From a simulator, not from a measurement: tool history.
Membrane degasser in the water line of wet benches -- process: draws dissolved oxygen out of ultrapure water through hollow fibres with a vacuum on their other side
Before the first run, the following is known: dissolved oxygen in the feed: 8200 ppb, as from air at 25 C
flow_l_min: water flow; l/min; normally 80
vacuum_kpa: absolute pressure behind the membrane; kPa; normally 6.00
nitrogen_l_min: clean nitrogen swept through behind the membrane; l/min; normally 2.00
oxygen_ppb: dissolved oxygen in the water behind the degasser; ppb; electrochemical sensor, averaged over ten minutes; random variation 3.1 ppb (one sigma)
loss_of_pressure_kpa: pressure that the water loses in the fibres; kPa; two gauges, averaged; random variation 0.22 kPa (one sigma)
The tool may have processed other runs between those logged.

Run 1, hour 0.0: usual settings. Result: oxygen_ppb 302.0 ppb, loss_of_pressure_kpa 52.90 kPa.
Run 2, hour 126.8: usual settings. Result: oxygen_ppb 302.9 ppb, loss_of_pressure_kpa 52.39 kPa.
Run 3, hour 187.9: usual settings but flow_l_min 74 l/min. Result: oxygen_ppb 264.8 ppb, loss_of_pressure_kpa 48.96 kPa.
Run 4, hour 294.0: usual settings. Result: oxygen_ppb 301.9 ppb, loss_of_pressure_kpa 52.56 kPa.
Run 5, hour 376.1: usual settings but flow_l_min 67 l/min. Result: oxygen_ppb 237.1 ppb, loss_of_pressure_kpa 44.12 kPa.
Run 6, hour 476.1: usual settings but flow_l_min 67 l/min, nitrogen_l_min 4.93 l/min. Result: oxygen_ppb 133.6 ppb, loss_of_pressure_kpa 44.33 kPa.
Run 7, hour 535.7: usual settings. Result: oxygen_ppb 306.5 ppb, loss_of_pressure_kpa 53.12 kPa.
Run 8, hour 594.6: usual settings. Result: oxygen_ppb 300.9 ppb, loss_of_pressure_kpa 53.11 kPa.
Run 9, hour 658.7: usual settings. Result: oxygen_ppb 303.9 ppb, loss_of_pressure_kpa 52.64 kPa.
Run 10, hour 779.3: usual settings. Result: oxygen_ppb 305.8 ppb, loss_of_pressure_kpa 52.97 kPa.
Run 11, hour 901.3: usual settings but flow_l_min 49 l/min, vacuum_kpa 3.82 kPa, nitrogen_l_min 5.86 l/min. Result: oxygen_ppb 26.6 ppb, loss_of_pressure_kpa 32.16 kPa.
Run 12, hour 1025.0: usual settings but flow_l_min 73 l/min, vacuum_kpa 9.10 kPa, nitrogen_l_min 0.96 l/min. Result: oxygen_ppb 773.5 ppb, loss_of_pressure_kpa 48.61 kPa.
Run 13, hour 1123.6: usual settings but vacuum_kpa 4.00 kPa. Result: oxygen_ppb 150.9 ppb, loss_of_pressure_kpa 53.26 kPa.
Run 14, hour 1223.4: usual settings but vacuum_kpa 7.91 kPa, nitrogen_l_min 2.23 l/min. Result: oxygen_ppb 416.1 ppb, loss_of_pressure_kpa 53.36 kPa.
Run 15, hour 1335.1: usual settings but flow_l_min 77 l/min, vacuum_kpa 14.58 kPa, nitrogen_l_min 3.40 l/min. Result: oxygen_ppb 606.8 ppb, loss_of_pressure_kpa 50.97 kPa.
Run 16, hour 1412.2: usual settings but flow_l_min 77 l/min, vacuum_kpa 14.58 kPa, nitrogen_l_min 3.40 l/min. Result: oxygen_ppb 594.5 ppb, loss_of_pressure_kpa 51.40 kPa.
Run 17, hour 1524.7: usual settings but flow_l_min 60 l/min, vacuum_kpa 14.58 kPa, nitrogen_l_min 1.80 l/min. Result: oxygen_ppb 756.0 ppb, loss_of_pressure_kpa 40.00 kPa.

3 options for the next run, each taken on its own from the tool as it stands now. Forecast them:
Run A, hour 1599.2: usual settings but flow_l_min 60 l/min, vacuum_kpa 14.58 kPa, nitrogen_l_min 2.68 l/min. Result: oxygen_ppb ?, loss_of_pressure_kpa ?.
Run B, hour 1599.2: usual settings but flow_l_min 81 l/min, vacuum_kpa 14.58 kPa, nitrogen_l_min 2.32 l/min. Result: oxygen_ppb ?, loss_of_pressure_kpa ?.
Run C, hour 1599.2: usual settings but flow_l_min 87 l/min, vacuum_kpa 4.16 kPa, nitrogen_l_min 1.80 l/min. Result: oxygen_ppb ?, loss_of_pressure_kpa ?.

run  oxygen_ppb  loss_of_pressure_kpa
  A       559.8                 39.95
  B       841.1                 53.83
  C       200.5                 58.45
With no hidden state in the tool, these same runs would have given:
run  oxygen_ppb  loss_of_pressure_kpa
  A       559.7                 39.48
  B       840.9                 53.20
  C       200.2                 57.76

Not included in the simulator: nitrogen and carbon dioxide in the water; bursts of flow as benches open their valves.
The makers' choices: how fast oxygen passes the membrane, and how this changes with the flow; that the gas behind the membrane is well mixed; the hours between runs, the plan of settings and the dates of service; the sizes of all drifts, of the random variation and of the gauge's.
